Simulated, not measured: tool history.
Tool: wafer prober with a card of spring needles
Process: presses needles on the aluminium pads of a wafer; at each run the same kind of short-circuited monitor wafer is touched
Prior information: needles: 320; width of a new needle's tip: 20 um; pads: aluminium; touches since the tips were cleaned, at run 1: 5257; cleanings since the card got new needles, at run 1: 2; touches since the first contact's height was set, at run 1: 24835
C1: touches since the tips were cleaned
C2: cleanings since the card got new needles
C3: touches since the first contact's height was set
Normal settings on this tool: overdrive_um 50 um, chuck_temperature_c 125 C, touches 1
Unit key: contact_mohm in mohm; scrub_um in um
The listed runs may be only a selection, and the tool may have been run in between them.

{"run": 1, "hour": 0.0, "overdrive_um": 50, "chuck_temperature_c": 125, "touches": 1, "C1": 5257, "C2": 2, "C3": 24835, "contact_mohm": 149, "scrub_um": 7.02}
{"run": 2, "hour": 10.0, "overdrive_um": 50, "chuck_temperature_c": 125, "touches": 1, "C1": 6531, "C2": 2, "C3": 26109, "contact_mohm": 149, "scrub_um": 7.04}
{"run": 3, "hour": 17.8, "overdrive_um": 50, "chuck_temperature_c": 125, "touches": 1, "C1": 7524, "C2": 2, "C3": 27102, "contact_mohm": 148, "scrub_um": 7.01}
{"run": 4, "hour": 24.3, "overdrive_um": 50, "chuck_temperature_c": 125, "touches": 1, "C1": 8356, "C2": 2, "C3": 27934, "contact_mohm": 148, "scrub_um": 7.05}
{"hour": 27.1, "done": "tips cleaned on abrasive film"}
{"run": 5, "hour": 32.9, "overdrive_um": 50, "chuck_temperature_c": 78, "touches": 1, "C1": 743, "C2": 3, "C3": 29013, "contact_mohm": 140, "scrub_um": 7.04}
{"run": 6, "hour": 41.9, "overdrive_um": 50, "chuck_temperature_c": 78, "touches": 1, "C1": 1886, "C2": 3, "C3": 30156, "contact_mohm": 142, "scrub_um": 7.04}
{"run": 7, "hour": 51.4, "overdrive_um": 50, "chuck_temperature_c": 78, "touches": 1, "C1": 3092, "C2": 3, "C3": 31362, "contact_mohm": 142, "scrub_um": 7.03}
{"run": 8, "hour": 58.5, "overdrive_um": 34, "chuck_temperature_c": 78, "touches": 1, "C1": 3998, "C2": 3, "C3": 32268, "contact_mohm": 150, "scrub_um": 4.79}
{"run": 9, "hour": 66.8, "overdrive_um": 34, "chuck_temperature_c": 78, "touches": 1, "C1": 5055, "C2": 3, "C3": 33325, "contact_mohm": 150, "scrub_um": 4.81}
{"run": 10, "hour": 76.4, "overdrive_um": 50, "chuck_temperature_c": 125, "touches": 1, "C1": 6283, "C2": 3, "C3": 34553, "contact_mohm": 144, "scrub_um": 7.03}
{"run": 11, "hour": 83.9, "overdrive_um": 50, "chuck_temperature_c": 125, "touches": 1, "C1": 7240, "C2": 3, "C3": 35510, "contact_mohm": 153, "scrub_um": 7.04}
{"run": 12, "hour": 89.6, "overdrive_um": 50, "chuck_temperature_c": 125, "touches": 1, "C1": 7961, "C2": 3, "C3": 36231, "contact_mohm": 146, "scrub_um": 7.01}
{"hour": 95.4, "done": "tips cleaned on abrasive film"}
{"run": 13, "hour": 96.6, "overdrive_um": 50, "chuck_temperature_c": 125, "touches": 1, "C1": 151, "C2": 4, "C3": 37110, "contact_mohm": 148, "scrub_um": 7.04}
{"run": 14, "hour": 101.9, "overdrive_um": 50, "chuck_temperature_c": 125, "touches": 1, "C1": 819, "C2": 4, "C3": 37778, "contact_mohm": 147, "scrub_um": 7.01}
{"run": 15, "hour": 107.8, "overdrive_um": 33, "chuck_temperature_c": 125, "touches": 1, "C1": 1581, "C2": 4, "C3": 38540, "contact_mohm": 160, "scrub_um": 4.64}
{"run": 16, "hour": 118.5, "overdrive_um": 33, "chuck_temperature_c": 125, "touches": 1, "C1": 2944, "C2": 4, "C3": 39903, "contact_mohm": 163, "scrub_um": 4.62}
{"run": 17, "hour": 126.6, "overdrive_um": 33, "chuck_temperature_c": 125, "touches": 1, "C1": 3970, "C2": 4, "C3": 40929, "contact_mohm": 160, "scrub_um": 4.64}
{"run": 18, "hour": 135.4, "overdrive_um": 50, "chuck_temperature_c": 125, "touches": 1, "C1": 5096, "C2": 4, "C3": 42055, "contact_mohm": 147, "scrub_um": 7.03}
{"run": 19, "hour": 141.6, "overdrive_um": 34, "chuck_temperature_c": 125, "touches": 1, "C1": 5879, "C2": 4, "C3": 42838, "contact_mohm": 162, "scrub_um": 4.81}
{"run": 20, "hour": 151.2, "overdrive_um": 35, "chuck_temperature_c": 62, "touches": 3, "C1": 7105, "C2": 4, "C3": 44064, "contact_mohm": 146, "scrub_um": 4.93}
{"run": 21, "hour": 161.4, "overdrive_um": 50, "chuck_temperature_c": 76, "touches": 1, "C1": 8396, "C2": 4, "C3": 45355, "contact_mohm": 140, "scrub_um": 7.05}
{"hour": 163.9, "done": "tips cleaned on abrasive film"}
{"run": 22, "hour": 168.7, "overdrive_um": 32, "chuck_temperature_c": 55, "touches": 2, "C1": 611, "C2": 5, "C3": 46278, "contact_mohm": 148, "scrub_um": 4.54}
{"run": 23, "hour": 177.1, "overdrive_um": 36, "chuck_temperature_c": 59, "touches": 2, "C1": 1677, "C2": 5, "C3": 47344, "contact_mohm": 146, "scrub_um": 5.07}
{"run": 24, "hour": 181.8, "overdrive_um": 68, "chuck_temperature_c": 89, "touches": 1, "C1": 2273, "C2": 5, "C3": 47940, "contact_mohm": 136, "scrub_um": 9.55}
{"run": 25, "hour": 191.7, "overdrive_um": 31, "chuck_temperature_c": 76, "touches": 1, "C1": 3534, "C2": 5, "C3": 49201, "contact_mohm": 153, "scrub_um": 4.37}
{"run": 26, "hour": 196.6, "overdrive_um": 31, "chuck_temperature_c": 76, "touches": 1, "C1": 4166, "C2": 5, "C3": 49833, "contact_mohm": 152, "scrub_um": 4.36}
{"run": 27, "hour": 202.0, "overdrive_um": 31, "chuck_temperature_c": 76, "touches": 1, "C1": 4852, "C2": 5, "C3": 50519, "contact_mohm": 151, "scrub_um": 4.37}
{"run": 28, "hour": 212.3, "overdrive_um": 58, "chuck_temperature_c": 108, "touches": 3, "C1": 6155, "C2": 5, "C3": 51822, "contact_mohm": 144, "scrub_um": 8.15}
{"run": 29, "hour": 217.5, "overdrive_um": 45, "chuck_temperature_c": 28, "touches": 1, "C1": 6825, "C2": 5, "C3": 52492, "contact_mohm": 133, "scrub_um": 6.33}
{"run": 30, "hour": 226.4, "overdrive_um": 34, "chuck_temperature_c": 30, "touches": 2, "C1": 7955, "C2": 5, "C3": 53622, "contact_mohm": 143, "scrub_um": 4.8}
{"run": 31, "hour": 231.9, "overdrive_um": 34, "chuck_temperature_c": 57, "touches": 2, "C1": 8651, "C2": 5, "C3": 54318, "contact_mohm": 144, "scrub_um": 4.78}
{"hour": 232.7, "done": "tips cleaned on abrasive film"}
{"run": 32, "hour": 240.3, "overdrive_um": 34, "chuck_temperature_c": 57, "touches": 2, "C1": 977, "C2": 6, "C3": 55386, "contact_mohm": 145, "scrub_um": 4.78}
{"run": 33, "hour": 245.7, "overdrive_um": 50, "chuck_temperature_c": 39, "touches": 3, "C1": 1654, "C2": 6, "C3": 56063, "contact_mohm": 134, "scrub_um": 7.0}
{"run": 34, "hour": 253.1, "overdrive_um": 50, "chuck_temperature_c": 39, "touches": 3, "C1": 2595, "C2": 6, "C3": 57004, "contact_mohm": 136, "scrub_um": 7.0}
{"run": 35, "hour": 262.9, "overdrive_um": 50, "chuck_temperature_c": 39, "touches": 3, "C1": 3845, "C2": 6, "C3": 58254, "contact_mohm": 136, "scrub_um": 7.04}

Below are 4 alternative next runs, each starting from the tool's condition after run 35. Predict each:
{"run": "A", "hour": 269.5, "overdrive_um": 42, "chuck_temperature_c": 28, "touches": 2, "C1": 4692, "C2": 6, "C3": 59101, "contact_mohm": "?", "scrub_um": "?"}
{"run": "B", "hour": 269.5, "overdrive_um": 31, "chuck_temperature_c": 39, "touches": 3, "C1": 4692, "C2": 6, "C3": 59101, "contact_mohm": "?", "scrub_um": "?"}
{"run": "C", "hour": 269.5, "overdrive_um": 54, "chuck_temperature_c": 33, "touches": 1, "C1": 4692, "C2": 6, "C3": 59101, "contact_mohm": "?", "scrub_um": "?"}
{"run": "D", "hour": 269.5, "overdrive_um": 50, "chuck_temperature_c": 67, "touches": 3, "C1": 4692, "C2": 6, "C3": 59101, "contact_mohm": "?", "scrub_um": "?"}

run=A contact_mohm=136 scrub_um=5.90
run=B contact_mohm=147 scrub_um=4.34
run=C contact_mohm=130 scrub_um=7.59
run=D contact_mohm=138 scrub_um=7.02
Without the tool's hidden state the same runs would have given:
run=A contact_mohm=136 scrub_um=5.90
run=B contact_mohm=147 scrub_um=4.34
run=C contact_mohm=130 scrub_um=7.59
run=D contact_mohm=138 scrub_um=7.02
